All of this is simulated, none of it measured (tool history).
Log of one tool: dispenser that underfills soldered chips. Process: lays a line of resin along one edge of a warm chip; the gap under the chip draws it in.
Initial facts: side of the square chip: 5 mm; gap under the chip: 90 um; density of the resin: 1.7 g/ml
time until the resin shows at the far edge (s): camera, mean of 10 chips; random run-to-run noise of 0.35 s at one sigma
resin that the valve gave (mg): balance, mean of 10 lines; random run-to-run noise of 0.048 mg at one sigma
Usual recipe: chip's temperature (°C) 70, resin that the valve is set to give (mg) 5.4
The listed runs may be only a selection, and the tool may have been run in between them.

| run | day | chip's temperature (°C) | resin that the valve is set to give (mg) | time until the resin shows at the far edge (s) | resin that the valve gave (mg) |
|---|---|---|---|---|---|
| 1 | 0 | 70 | 5.4 | 18.6 | 5.22 |
| 2 | 0.142 | 70 | 5.4 | 21.1 | 5.24 |
|  | 0.221 | new syringe of resin |
| 3 | 0.296 | 66 | 5.4 | 22 | 5.21 |
| 4 | 0.392 | 66 | 5.4 | 22 | 5.22 |
| 5 | 0.496 | 66 | 5.4 | 24.1 | 5.13 |
|  | 0.575 | new syringe of resin |
| 6 | 0.638 | 66 | 5.4 | 21.5 | 5.12 |
| 7 | 0.808 | 62 | 5.09 | 28.1 | 4.89 |
|  | 0.933 | new syringe of resin |
| 8 | 1.004 | 58 | 6.4 | 28.8 | 6.12 |
| 9 | 1.129 | 83 | 5.84 | 12.3 | 5.54 |
|  | 1.288 | new syringe of resin |
| 10 | 1.346 | 74 | 5.81 | 16.6 | 5.46 |
| 11 | 1.542 | 64 | 5.5 | 26.7 | 5.21 |
|  | 1.65 | new syringe of resin |
| 12 | 1.683 | 72 | 5.68 | 17.1 | 5.37 |

What if the next run were any one of these 3? Each begins from the tool's condition after run 12:
| A | 1.817 | 63 | 6.04 | ? | ? |
| B | 1.817 | 70 | 5.4 | ? | ? |
| C | 1.817 | 77 | 5.12 | ? | ? |

| run | time until the resin shows at the far edge (s) | resin that the valve gave (mg) |
|---|---|---|
| A | 25.2 | 5.7 |
| B | 20.3 | 5.19 |
| C | 15.1 | 4.81 |
Without the tool's hidden state the same runs would have given:
| run | time until the resin shows at the far edge (s) | resin that the valve gave (mg) |
|---|---|---|
| A | 22 | 6.03 |
| B | 17.7 | 5.49 |
| C | 13.1 | 5.09 |
